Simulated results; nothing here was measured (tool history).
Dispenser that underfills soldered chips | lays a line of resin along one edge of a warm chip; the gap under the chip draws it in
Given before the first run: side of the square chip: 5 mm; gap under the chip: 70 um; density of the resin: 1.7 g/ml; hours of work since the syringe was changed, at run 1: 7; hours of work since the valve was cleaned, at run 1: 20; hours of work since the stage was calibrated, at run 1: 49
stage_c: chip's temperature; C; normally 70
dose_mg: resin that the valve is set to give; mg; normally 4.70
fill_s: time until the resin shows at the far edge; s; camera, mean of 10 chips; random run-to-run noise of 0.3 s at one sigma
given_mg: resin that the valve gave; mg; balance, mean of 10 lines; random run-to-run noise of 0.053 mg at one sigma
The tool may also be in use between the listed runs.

run	hour	stage_c	dose_mg	hours of work since the syringe was changed	hours of work since the valve was cleaned	hours of work since the stage was calibrated	fill_s	given_mg
1	0.0	70	4.70	7	20	49	7.3	4.65
# hour 2.0: new syringe of resin
2	5.8	70	4.70	3	24	53	5.3	4.59
3	9.8	58	4.70	6	27	56	11.5	4.62
4	12.4	58	4.70	7	29	58	12.2	4.56
# hour 14.0: new syringe of resin
5	16.2	70	4.70	2	31	61	4.8	4.52
6	21.5	70	4.82	5	35	64	5.9	4.81
7	25.2	70	4.82	8	38	67	6.8	4.62
# hour 26.3: new syringe of resin
8	31.3	70	4.82	4	42	71	5.6	4.81
9	36.7	59	4.70	7	46	75	11.4	4.65
# hour 38.7: new syringe of resin
10	43.1	70	4.70	3	50	79	5.2	4.59
11	46.0	70	4.70	5	52	81	5.8	4.63
# hour 50.8: new syringe of resin
12	51.6	70	4.70	1	56	85	4.1	4.61
13	54.3	70	4.70	3	58	87	5.0	4.54
14	57.5	70	4.70	5	60	89	5.4	4.52
15	62.3	70	4.70	8	63	93	6.7	4.58
# hour 62.9: new syringe of resin
16	67.0	70	4.70	3	67	96	5.0	4.54
17	69.7	70	4.70	5	69	98	5.4	4.47
# hour 75.2: new syringe of resin
18	75.2	65	4.70	0	72	102	5.9	4.52
19	81.3	78	5.28	4	77	106	3.2	5.12
20	85.5	79	5.83	7	80	109	4.5	5.57
# hour 87.5: new syringe of resin
21	90.6	65	5.83	2	83	112	6.0	5.64
22	93.7	65	5.83	4	85	115	7.0	5.65
23	97.1	65	5.83	7	88	117	7.7	5.62
# hour 99.7: new syringe of resin
24	102.8	57	4.47	2	92	121	10.1	4.18
25	109.0	66	6.07	7	96	125	8.3	5.88
# hour 112.1: new syringe of resin
26	115.3	56	6.01	2	100	130	10.0	5.77
27	121.3	85	4.18	7	105	134	3.0	3.96
# hour 124.3: new syringe of resin
28	127.4	80	4.18	2	109	138	2.9	4.05
29	131.2	65	6.00	5	111	141	7.7	5.57
# hour 136.5: new syringe of resin
30	137.0	65	6.00	0	115	145	5.1	5.65
31	141.1	73	4.70	3	118	148	4.7	4.36
32	147.2	57	4.58	8	123	152	13.1	4.21
# hour 148.9: new syringe of resin
33	153.6	57	4.58	3	127	156	9.5	4.27
34	158.0	55	5.53	6	130	159	13.4	5.15
# hour 161.5: new syringe of resin
35	163.3	73	5.62	1	134	163	3.8	5.13

Predict each of these 4 candidate next runs independently; none follows another, all start after run 35:
# hour 168.5: dispensing valve cleaned and set on the balance
A	169.0	58	4.70	5	0	166	?	?
# hour 168.5: dispensing valve cleaned and set on the balance
B	169.0	72	4.21	5	0	166	?	?
# hour 168.5: dispensing valve cleaned and set on the balance
C	169.0	75	4.05	5	0	166	?	?
# hour 168.5: dispensing valve cleaned and set on the balance
D	169.0	58	4.89	5	0	166	?	?

run	fill_s	given_mg
A	11.0	4.57
B	5.3	4.22
C	4.8	3.91
D	10.5	4.99
With the hidden condition removed and each run's random variation left untouched, the same runs would have given:
run	fill_s	given_mg
A	8.4	4.57
B	4.0	4.22
C	3.7	3.91
D	7.9	4.99
